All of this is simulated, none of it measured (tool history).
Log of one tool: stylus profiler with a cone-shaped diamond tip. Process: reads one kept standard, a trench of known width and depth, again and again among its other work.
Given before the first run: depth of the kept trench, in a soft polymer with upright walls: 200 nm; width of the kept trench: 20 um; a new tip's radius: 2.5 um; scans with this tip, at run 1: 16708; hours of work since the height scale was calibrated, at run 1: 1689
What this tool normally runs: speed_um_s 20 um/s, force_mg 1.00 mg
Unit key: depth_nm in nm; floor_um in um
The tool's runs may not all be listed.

run,hour,speed_um_s,force_mg,scans with this tip,hours of work since the height scale was calibrated,depth_nm,floor_um
1,0.0,20,1.00,16708,1689,203.18,17.07
2,75.5,20,1.00,17237,1742,203.28,17.10
3,132.2,20,1.00,17635,1782,203.12,17.08
4,184.5,20,1.00,18001,1819,203.20,17.04
5,237.7,20,1.00,18374,1857,203.18,17.00
# hour 267.8: height scale calibrated on a step standard
6,304.6,14,1.00,18840,26,201.63,17.05
7,388.8,14,1.00,19429,86,201.49,17.03
8,432.3,14,1.72,19734,116,202.10,17.01
9,491.7,14,1.72,20150,159,202.26,17.00
10,547.3,13,1.72,20540,198,202.30,17.04
11,632.4,13,1.72,21136,258,201.94,16.96
12,721.3,16,1.72,21759,321,202.30,16.95
13,782.5,16,1.72,22188,365,202.15,16.88
14,864.5,57,0.91,22763,423,201.82,16.55
15,930.1,57,0.91,23222,469,201.79,16.52
16,989.5,10,1.97,23639,511,202.86,16.90
17,1044.3,8,1.06,24022,550,201.96,16.87
18,1131.6,23,0.42,24634,612,201.39,16.60
19,1174.4,10,1.57,24934,642,202.37,16.76
20,1236.3,11,0.45,25368,686,201.52,16.70
21,1319.2,13,2.08,25949,745,203.12,16.81
22,1391.9,27,2.58,26458,796,203.41,16.73
23,1479.9,6,2.66,27075,858,203.29,16.75
24,1566.9,14,0.54,27685,920,201.75,16.67
25,1605.6,32,2.29,27955,947,203.33,16.62
26,1680.7,24,1.00,28482,1001,202.27,16.56

Forecast each of these 4 alternatives for the next run:
A,1719.4,22,0.39,28753,1028,?,?
B,1719.4,20,0.37,28753,1028,?,?
C,1719.4,25,1.27,28753,1028,?,?
D,1719.4,24,2.59,28753,1028,?,?

run,depth_nm,floor_um
A,201.77,16.48
B,201.62,16.45
C,202.60,16.51
D,203.51,16.65
With the hidden condition removed and each run's random variation left untouched, the same runs would have given:
run,depth_nm,floor_um
A,200.81,17.80
B,200.66,17.77
C,201.63,17.83
D,202.54,17.98

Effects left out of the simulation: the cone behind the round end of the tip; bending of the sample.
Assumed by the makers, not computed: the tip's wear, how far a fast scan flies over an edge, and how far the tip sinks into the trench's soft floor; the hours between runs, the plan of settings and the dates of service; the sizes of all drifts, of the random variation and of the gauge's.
